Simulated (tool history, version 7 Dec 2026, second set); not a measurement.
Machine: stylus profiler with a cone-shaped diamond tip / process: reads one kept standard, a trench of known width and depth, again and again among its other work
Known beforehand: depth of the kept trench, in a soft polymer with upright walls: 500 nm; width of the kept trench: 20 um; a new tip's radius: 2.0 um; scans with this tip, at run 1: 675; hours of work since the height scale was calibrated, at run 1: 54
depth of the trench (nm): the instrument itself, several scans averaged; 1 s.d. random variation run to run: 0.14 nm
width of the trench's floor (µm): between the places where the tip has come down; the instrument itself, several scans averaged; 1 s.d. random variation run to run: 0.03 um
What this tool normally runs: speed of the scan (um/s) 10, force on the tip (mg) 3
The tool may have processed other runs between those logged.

run,day,speed of the scan (um/s),force on the tip (mg),scans with this tip,hours of work since the height scale was calibrated,depth of the trench (nm),width of the trench's floor (µm)
1,0,10,3,675,54,504.02,17.03
2,0.683,10,3,815,65,503.92,17.02
3,1.092,10,3,899,71,503.99,17.01
4,1.712,10,3,1026,81,503.89,16.92
5,2.525,10,3,1192,95,503.89,16.95
6,3.208,10,3,1332,106,504.07,16.89
7,3.833,10,3,1460,116,504.05,16.88
8,4.438,10,3,1584,126,503.89,16.85
9,4.929,7,3,1684,134,504.27,16.78
10,5.333,2,3,1767,140,504.21,16.83
11,5.8,10,3,1863,148,503.98,16.7
12,6.158,10,3,1936,154,503.91,16.76
13,6.9,23,3,2088,166,504.1,16.67
14,7.233,23,3,2156,171,504.13,16.66
15,7.883,33,3,2289,182,504.56,16.55
16,8.512,33,3,2418,192,504.11,16.62
17,9.212,33,3,2562,203,504.3,16.54
18,9.608,33,3,2642,210,504.13,16.52
19,10.154,10,3,2754,219,504.37,16.61
20,10.55,10,3,2835,225,504.59,16.58
21,11.275,10,8.49,2984,237,507.69,16.49
22,11.725,10,8.49,3076,244,508.23,16.5
23,12.375,33,8.93,3208,255,508.22,16.46
24,13.025,33,8.93,3342,265,508.21,16.4
25,13.742,19,1.63,3488,277,502.95,16.37
26,14.221,14,7.15,3586,285,507.22,16.42
27,14.954,6,6.89,3737,297,507.11,16.36
28,15.325,2,6.89,3813,303,507.12,16.35
29,15.683,17,2.82,3886,309,504.12,16.32
30,16.012,3,1.29,3953,314,502.98,16.35
31,16.721,18,1.29,4098,325,502.96,16.25
32,17.312,18,1.29,4219,335,503.24,16.2
33,17.833,10,3.62,4326,344,505.11,16.29
34,18.583,8,7.65,4479,356,507.81,16.21
35,19.354,8,1.68,4638,368,503.48,16.19
36,20.142,16,1.48,4798,381,503.14,16.11
37,20.746,3,2.39,4922,391,504.23,16.09
38,21.1,3,3.24,4994,397,504.8,16.13
39,21.562,5,2.8,5089,404,504.73,16.11
40,22.012,22,1.16,5181,412,502.88,16.02

3 ways to go on from here, each from the tool as it stands after run 40. What would each give?
A,22.746,6,8.15,5332,423,?,?
B,22.746,7,8.2,5332,423,?,?
C,22.746,2,1.22,5332,423,?,?

run,depth of the trench (nm),width of the trench's floor (µm)
A,508.14,16.04
B,508,16.02
C,503.07,15.93
Take away the tool's hidden state, keep each run's random variation, and the runs would have read:
run,depth of the trench (nm),width of the trench's floor (µm)
A,506.96,17.36
B,506.83,17.33
C,501.91,17.25
